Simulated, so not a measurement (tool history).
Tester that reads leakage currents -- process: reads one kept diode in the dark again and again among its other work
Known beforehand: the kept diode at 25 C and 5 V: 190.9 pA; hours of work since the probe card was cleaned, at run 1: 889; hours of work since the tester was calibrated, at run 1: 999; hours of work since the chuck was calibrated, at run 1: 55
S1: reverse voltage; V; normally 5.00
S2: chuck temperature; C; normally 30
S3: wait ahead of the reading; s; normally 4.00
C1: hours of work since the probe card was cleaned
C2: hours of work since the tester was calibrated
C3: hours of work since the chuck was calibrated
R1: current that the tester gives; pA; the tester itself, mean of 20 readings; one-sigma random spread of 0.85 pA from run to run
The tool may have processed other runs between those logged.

| run | hour | S1 | S2 | S3 | C1 | C2 | C3 | R1 |
|---|---|---|---|---|---|---|---|---|
| 1 | 0.0 | 5.00 | 30 | 4.00 | 889 | 999 | 55 | 288.32 |
| 2 | 99.3 | 5.00 | 30 | 4.00 | 935 | 1046 | 101 | 288.80 |
| 3 | 202.8 | 1.35 | 30 | 4.00 | 984 | 1094 | 150 | 150.10 |
| 4 | 301.7 | 5.00 | 28 | 4.00 | 1030 | 1141 | 196 | 249.88 |
| 5 | 412.7 | 5.00 | 24 | 4.00 | 1082 | 1193 | 248 | 184.18 |
| 6 | 533.0 | 5.00 | 30 | 1.27 | 1139 | 1249 | 305 | 291.50 |
|  | 579.1 | probe card cleaned and baked |
| 7 | 619.2 | 5.00 | 30 | 4.00 | 19 | 1288 | 344 | 283.02 |
| 8 | 675.7 | 5.00 | 41 | 4.00 | 45 | 1315 | 370 | 652.11 |
| 9 | 782.1 | 5.00 | 24 | 4.00 | 95 | 1364 | 420 | 177.52 |
| 10 | 854.3 | 5.00 | 30 | 4.00 | 129 | 1398 | 454 | 286.06 |
| 11 | 934.7 | 5.00 | 30 | 4.00 | 167 | 1436 | 492 | 286.19 |
| 12 | 1011.1 | 5.00 | 30 | 4.00 | 203 | 1472 | 527 | 286.90 |
| 13 | 1063.3 | 5.00 | 30 | 4.00 | 227 | 1496 | 552 | 288.00 |
| 14 | 1190.4 | 5.00 | 30 | 4.00 | 287 | 1556 | 612 | 289.27 |
| 15 | 1295.9 | 2.65 | 30 | 4.00 | 336 | 1605 | 661 | 212.48 |
| 16 | 1416.2 | 2.65 | 30 | 4.00 | 393 | 1662 | 717 | 211.75 |
| 17 | 1482.8 | 5.00 | 51 | 4.00 | 424 | 1693 | 749 | 1333.87 |
| 18 | 1603.4 | 5.00 | 27 | 4.00 | 480 | 1750 | 805 | 232.92 |
| 19 | 1678.3 | 5.00 | 30 | 9.23 | 516 | 1785 | 840 | 292.51 |
| 20 | 1777.2 | 5.00 | 30 | 4.00 | 562 | 1831 | 887 | 295.29 |
| 21 | 1858.7 | 1.99 | 27 | 5.96 | 600 | 1869 | 925 | 148.18 |
| 22 | 1912.3 | 1.19 | 28 | 0.62 | 625 | 1895 | 950 | 124.73 |
| 23 | 2010.8 | 1.19 | 37 | 0.39 | 672 | 1941 | 996 | 246.13 |
| 24 | 2111.4 | 5.00 | 29 | 6.84 | 719 | 1988 | 1044 | 275.78 |
| 25 | 2178.1 | 5.00 | 35 | 3.56 | 750 | 2019 | 1075 | 432.81 |
| 26 | 2282.0 | 1.40 | 21 | 9.13 | 799 | 2068 | 1124 | 78.08 |
| 27 | 2402.7 | 1.40 | 21 | 9.13 | 855 | 2125 | 1180 | 78.29 |
| 28 | 2467.3 | 5.00 | 30 | 2.42 | 886 | 2155 | 1210 | 300.94 |
| 29 | 2577.1 | 8.20 | 32 | 4.53 | 937 | 2206 | 1262 | 451.90 |
| 30 | 2634.9 | 5.00 | 30 | 0.36 | 964 | 2233 | 1289 | 303.56 |
|  | 2698.3 | chuck's temperature calibrated |
| 31 | 2749.6 | 5.00 | 30 | 0.36 | 1017 | 2286 | 24 | 296.95 |
| 32 | 2877.7 | 4.73 | 51 | 1.87 | 1077 | 2346 | 84 | 1289.36 |
| 33 | 2934.0 | 4.73 | 51 | 1.87 | 1104 | 2373 | 111 | 1296.23 |
| 34 | 3040.2 | 4.73 | 51 | 1.87 | 1153 | 2423 | 160 | 1293.20 |
|  | 3049.6 | probe card cleaned and baked |
| 35 | 3131.0 | 3.52 | 30 | 4.00 | 38 | 2464 | 202 | 242.20 |
| 36 | 3259.3 | 1.70 | 21 | 0.62 | 98 | 2524 | 262 | 83.50 |
| 37 | 3315.2 | 1.70 | 46 | 0.40 | 125 | 2550 | 288 | 552.12 |
| 38 | 3386.4 | 1.70 | 46 | 0.40 | 158 | 2584 | 321 | 553.94 |
| 39 | 3503.7 | 5.00 | 24 | 4.00 | 213 | 2639 | 376 | 181.89 |
| 40 | 3557.9 | 5.00 | 24 | 4.00 | 238 | 2664 | 402 | 182.04 |

What if the next run were any one of these 4? Each begins from the tool's condition after run 40:
| A | 3660.3 | 7.25 | 24 | 4.00 | 286 | 2712 | 450 | ? |
| B | 3660.3 | 10.42 | 46 | 9.58 | 286 | 2712 | 450 | ? |
| C | 3660.3 | 1.13 | 24 | 4.00 | 286 | 2712 | 450 | ? |
| D | 3660.3 | 17.18 | 54 | 4.00 | 286 | 2712 | 450 | ? |

| run | R1 |
|---|---|
| A | 220.92 |
| B | 1357.74 |
| C | 87.38 |
| D | 2986.21 |
Had the tool no hidden state, the same runs would have come out as:
| run | R1 |
|---|---|
| A | 212.21 |
| B | 1325.88 |
| C | 84.70 |
| D | 2923.32 |
